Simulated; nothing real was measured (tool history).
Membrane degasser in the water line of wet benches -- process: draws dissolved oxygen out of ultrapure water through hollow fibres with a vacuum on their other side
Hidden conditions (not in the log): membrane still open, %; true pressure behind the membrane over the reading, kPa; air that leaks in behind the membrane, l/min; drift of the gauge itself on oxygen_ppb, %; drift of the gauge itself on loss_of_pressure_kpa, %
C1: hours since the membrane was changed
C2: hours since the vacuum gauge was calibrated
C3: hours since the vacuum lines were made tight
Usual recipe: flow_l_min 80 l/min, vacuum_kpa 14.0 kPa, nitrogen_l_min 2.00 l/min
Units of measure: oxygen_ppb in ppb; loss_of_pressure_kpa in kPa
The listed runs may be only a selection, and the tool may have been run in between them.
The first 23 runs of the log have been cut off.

run 24 hour=1915.6 | flow_l_min=94 vacuum_kpa=31.3 nitrogen_l_min=0.81 | C1=5694 C2=7001 C3=919 | oxygen_ppb=3400.8 loss_of_pressure_kpa=35.89
run 25 hour=1994.2 | flow_l_min=109 vacuum_kpa=16.0 nitrogen_l_min=3.14 | C1=5772 C2=7079 C3=997 | oxygen_ppb=859.1 loss_of_pressure_kpa=41.61
-- hour=2074.4 vacuum gauge calibrated
run 26 hour=2092.3 | flow_l_min=123 vacuum_kpa=12.6 nitrogen_l_min=1.78 | C1=5870 C2=18 C3=1095 | oxygen_ppb=1042.8 loss_of_pressure_kpa=47.35
run 27 hour=2195.3 | flow_l_min=80 vacuum_kpa=9.4 nitrogen_l_min=4.57 | C1=5973 C2=121 C3=1198 | oxygen_ppb=244.4 loss_of_pressure_kpa=30.64
run 28 hour=2257.7 | flow_l_min=80 vacuum_kpa=9.4 nitrogen_l_min=4.57 | C1=6035 C2=183 C3=1260 | oxygen_ppb=244.6 loss_of_pressure_kpa=30.86
run 29 hour=2322.9 | flow_l_min=80 vacuum_kpa=9.4 nitrogen_l_min=4.57 | C1=6100 C2=249 C3=1325 | oxygen_ppb=244.4 loss_of_pressure_kpa=30.80
run 30 hour=2372.8 | flow_l_min=56 vacuum_kpa=9.4 nitrogen_l_min=5.22 | C1=6150 C2=298 C3=1375 | oxygen_ppb=156.3 loss_of_pressure_kpa=21.91
run 31 hour=2474.0 | flow_l_min=87 vacuum_kpa=27.1 nitrogen_l_min=2.20 | C1=6252 C2=400 C3=1476 | oxygen_ppb=1595.6 loss_of_pressure_kpa=33.71
run 32 hour=2565.1 | flow_l_min=87 vacuum_kpa=27.1 nitrogen_l_min=2.20 | C1=6343 C2=491 C3=1568 | oxygen_ppb=1600.4 loss_of_pressure_kpa=33.72
run 33 hour=2655.0 | flow_l_min=49 vacuum_kpa=14.0 nitrogen_l_min=2.03 | C1=6433 C2=581 C3=1657 | oxygen_ppb=538.2 loss_of_pressure_kpa=19.10

Each row is a separate what-if for the run after 33, all from the same tool condition, not one after another. Results?
run A hour=2729.7 | flow_l_min=102 vacuum_kpa=14.0 nitrogen_l_min=2.85 | C1=6507 C2=655 C3=1732 | oxygen_ppb=? loss_of_pressure_kpa=?
run B hour=2729.7 | flow_l_min=123 vacuum_kpa=10.5 nitrogen_l_min=2.03 | C1=6507 C2=655 C3=1732 | oxygen_ppb=? loss_of_pressure_kpa=?
run C hour=2729.7 | flow_l_min=80 vacuum_kpa=14.0 nitrogen_l_min=3.38 | C1=6507 C2=655 C3=1732 | oxygen_ppb=? loss_of_pressure_kpa=?

run=A oxygen_ppb=741.1 loss_of_pressure_kpa=39.14
run=B oxygen_ppb=761.5 loss_of_pressure_kpa=47.64
run=C oxygen_ppb=533.5 loss_of_pressure_kpa=31.01
Had the tool no hidden state, the same runs would have come out as:
run=A oxygen_ppb=737.5 loss_of_pressure_kpa=38.06
run=B oxygen_ppb=756.4 loss_of_pressure_kpa=46.33
run=C oxygen_ppb=530.7 loss_of_pressure_kpa=30.15

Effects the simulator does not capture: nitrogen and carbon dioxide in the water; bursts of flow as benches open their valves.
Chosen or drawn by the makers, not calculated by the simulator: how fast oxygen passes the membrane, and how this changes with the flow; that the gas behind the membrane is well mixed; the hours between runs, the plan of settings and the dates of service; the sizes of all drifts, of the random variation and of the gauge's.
